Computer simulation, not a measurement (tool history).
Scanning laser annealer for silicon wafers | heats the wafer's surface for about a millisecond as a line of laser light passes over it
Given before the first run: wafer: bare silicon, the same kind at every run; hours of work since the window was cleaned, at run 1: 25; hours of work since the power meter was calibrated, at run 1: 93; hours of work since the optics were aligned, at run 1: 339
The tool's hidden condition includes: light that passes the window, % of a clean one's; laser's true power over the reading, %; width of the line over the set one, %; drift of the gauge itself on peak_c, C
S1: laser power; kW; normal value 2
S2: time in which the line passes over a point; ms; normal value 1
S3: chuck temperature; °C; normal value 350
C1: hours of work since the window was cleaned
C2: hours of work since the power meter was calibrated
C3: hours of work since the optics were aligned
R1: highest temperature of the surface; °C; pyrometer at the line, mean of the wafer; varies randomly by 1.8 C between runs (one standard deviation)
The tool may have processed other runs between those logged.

{"run": 1, "hour": 0.0, "S1": 2, "S2": 1, "S3": 350, "C1": 25, "C2": 93, "C3": 339, "R1": 1074}
{"run": 2, "hour": 11.6, "S1": 2, "S2": 1, "S3": 350, "C1": 29, "C2": 98, "C3": 344, "R1": 1075}
{"run": 3, "hour": 25.6, "S1": 2, "S2": 0.93, "S3": 350, "C1": 35, "C2": 104, "C3": 349, "R1": 1048}
{"run": 4, "hour": 32.7, "S1": 2, "S2": 0.93, "S3": 350, "C1": 38, "C2": 106, "C3": 352, "R1": 1047}
{"run": 5, "hour": 44.7, "S1": 2, "S2": 0.93, "S3": 350, "C1": 43, "C2": 111, "C3": 357, "R1": 1045}
{"run": 6, "hour": 55.7, "S1": 2, "S2": 0.93, "S3": 350, "C1": 47, "C2": 116, "C3": 361, "R1": 1046}
{"run": 7, "hour": 65.3, "S1": 2, "S2": 0.93, "S3": 350, "C1": 51, "C2": 120, "C3": 365, "R1": 1047}
{"run": 8, "hour": 76.8, "S1": 1.729, "S2": 0.73, "S3": 352, "C1": 56, "C2": 124, "C3": 370, "R1": 869}
{"run": 9, "hour": 85.0, "S1": 1.729, "S2": 0.73, "S3": 352, "C1": 59, "C2": 127, "C3": 373, "R1": 868}
{"run": 10, "hour": 96.8, "S1": 2.187, "S2": 1, "S3": 363, "C1": 64, "C2": 132, "C3": 378, "R1": 1165}
{"run": 11, "hour": 105.2, "S1": 2.187, "S2": 1, "S3": 363, "C1": 67, "C2": 136, "C3": 381, "R1": 1161}
{"run": 12, "hour": 116.9, "S1": 1.826, "S2": 1, "S3": 350, "C1": 72, "C2": 140, "C3": 386, "R1": 1001}

Branching from run 12: 4 alternative next runs. What would each branch give?
{"run": "A", "hour": 131.1, "S1": 1.983, "S2": 0.72, "S3": 350, "C1": 78, "C2": 146, "C3": 392, "R1": "?"}
{"run": "B", "hour": 131.1, "S1": 2, "S2": 0.97, "S3": 350, "C1": 78, "C2": 146, "C3": 392, "R1": "?"}
{"run": "C", "hour": 131.1, "S1": 2.097, "S2": 0.94, "S3": 324, "C1": 78, "C2": 146, "C3": 392, "R1": "?"}
{"run": "D", "hour": 131.1, "S1": 1.826, "S2": 0.92, "S3": 350, "C1": 78, "C2": 146, "C3": 392, "R1": "?"}

run=A R1=950
run=B R1=1064
run=C R1=1066
run=D R1=975
Without the tool's unlogged condition, the same runs would have read:
run=A R1=956
run=B R1=1072
run=C R1=1074
run=D R1=982
